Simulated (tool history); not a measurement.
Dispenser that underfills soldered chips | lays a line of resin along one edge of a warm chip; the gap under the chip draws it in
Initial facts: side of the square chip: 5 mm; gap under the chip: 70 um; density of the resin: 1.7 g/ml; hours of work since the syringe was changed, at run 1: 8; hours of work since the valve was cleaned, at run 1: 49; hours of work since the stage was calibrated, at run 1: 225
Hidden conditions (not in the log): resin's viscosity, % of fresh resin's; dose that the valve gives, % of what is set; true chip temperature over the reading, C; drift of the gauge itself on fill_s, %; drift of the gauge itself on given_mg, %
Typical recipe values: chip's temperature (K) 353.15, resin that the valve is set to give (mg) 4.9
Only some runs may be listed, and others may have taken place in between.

| run | hour | chip's temperature (K) | resin that the valve is set to give (mg) | hours of work since the syringe was changed | hours of work since the valve was cleaned | hours of work since the stage was calibrated | time until the resin shows at the far edge (s) | resin that the valve gave (mg) |
|---|---|---|---|---|---|---|---|---|
| 1 | 0 | 353.15 | 4.9 | 8 | 49 | 225 | 7.9 | 4.68 |
|  | 1.8 | new syringe of resin |
|  | 12 | dispensing valve cleaned and set on the balance |
|  | 14 | new syringe of resin |
| 2 | 14 | 353.15 | 4.9 | 0 | 1 | 235 | 6.4 | 4.95 |
|  | 24.8 | new syringe of resin |
| 3 | 26.1 | 353.15 | 4.9 | 1 | 11 | 245 | 6.5 | 4.85 |
| 4 | 34.3 | 353.15 | 4.9 | 8 | 17 | 251 | 8 | 4.87 |
|  | 35.4 | new syringe of resin |
| 5 | 41 | 353.15 | 5.91 | 4 | 22 | 256 | 7.2 | 5.8 |
|  | 46.2 | new syringe of resin |
| 6 | 48.5 | 353.15 | 5.91 | 2 | 28 | 262 | 6.2 | 5.68 |
| 7 | 55.1 | 345.15 | 5.91 | 7 | 33 | 267 | 10 | 5.71 |
|  | 56.8 | new syringe of resin |
|  | 68.2 | new syringe of resin |
| 8 | 68.2 | 345.15 | 5.91 | 0 | 43 | 277 | 8.2 | 5.6 |
| 9 | 75.5 | 345.15 | 5.91 | 6 | 49 | 283 | 9.7 | 5.63 |
|  | 79.8 | new syringe of resin |
|  | 85.7 | dispensing valve cleaned and set on the balance |
| 10 | 85.7 | 345.15 | 5.91 | 4 | 0 | 290 | 9.5 | 5.88 |
|  | 91.7 | new syringe of resin |
| 11 | 93.6 | 353.15 | 5.69 | 2 | 6 | 296 | 6.8 | 5.63 |
|  | 102.7 | new syringe of resin |
| 12 | 109.5 | 364.15 | 5.69 | 5 | 19 | 309 | 5.4 | 5.6 |
|  | 113.9 | new syringe of resin |
| 13 | 118.2 | 353.15 | 4.9 | 3 | 25 | 315 | 7.5 | 4.83 |
|  | 124.6 | new syringe of resin |
| 14 | 134.5 | 357.15 | 4.36 | 8 | 38 | 328 | 7.3 | 4.21 |
|  | 135.7 | new syringe of resin |
|  | 146.9 | new syringe of resin |
|  | 149.2 | stage's temperature calibrated |
| 15 | 149.2 | 350.15 | 4.36 | 1 | 48 | 0 | 9 | 4.17 |
| 16 | 157.3 | 344.15 | 5.92 | 7 | 55 | 6 | 10.8 | 5.59 |
|  | 158.5 | new syringe of resin |
|  | 161 | dispensing valve cleaned and set on the balance |
|  | 170.1 | new syringe of resin |
| 17 | 171.9 | 344.15 | 4.48 | 1 | 8 | 17 | 9 | 4.43 |
|  | 181 | new syringe of resin |
| 18 | 184.1 | 360.15 | 5.39 | 2 | 18 | 26 | 5.8 | 5.29 |
|  | 191.7 | new syringe of resin |
| 19 | 193.4 | 364.15 | 5.44 | 1 | 25 | 34 | 5.3 | 5.31 |
| 20 | 200.1 | 341.15 | 6.27 | 7 | 31 | 39 | 11.7 | 6.1 |
|  | 203 | new syringe of resin |
| 21 | 207.8 | 361.15 | 5.75 | 4 | 36 | 45 | 5.8 | 5.52 |
|  | 214.7 | new syringe of resin |
| 22 | 216.5 | 354.15 | 4.95 | 1 | 43 | 52 | 6.5 | 4.73 |
|  | 225.7 | new syringe of resin |
| 23 | 225.8 | 360.15 | 5.03 | 0 | 50 | 59 | 5.2 | 4.77 |
|  | 235 | dispensing valve cleaned and set on the balance |
|  | 237.9 | new syringe of resin |
| 24 | 239.7 | 342.15 | 4.3 | 1 | 4 | 69 | 9.6 | 4.25 |
|  | 248.7 | new syringe of resin |
| 25 | 252.5 | 347.15 | 4.9 | 3 | 14 | 79 | 9.2 | 4.83 |

Forecast each of these 3 alternatives for the next run:
|  | 259.6 | new syringe of resin |
| A | 259.9 | 341.15 | 6.23 | 0 | 19 | 84 | ? | ? |
|  | 259.6 | new syringe of resin |
| B | 259.9 | 347.15 | 4.75 | 0 | 19 | 84 | ? | ? |
|  | 259.6 | new syringe of resin |
| C | 259.9 | 347.15 | 4.67 | 0 | 19 | 84 | ? | ? |

| run | time until the resin shows at the far edge (s) | resin that the valve gave (mg) |
|---|---|---|
| A | 9.9 | 6.14 |
| B | 8 | 4.68 |
| C | 8.1 | 4.63 |
With the hidden condition removed and each run's random variation left untouched, the same runs would have given:
| run | time until the resin shows at the far edge (s) | resin that the valve gave (mg) |
|---|---|---|
| A | 10.1 | 6.26 |
| B | 8.1 | 4.77 |
| C | 8.2 | 4.72 |
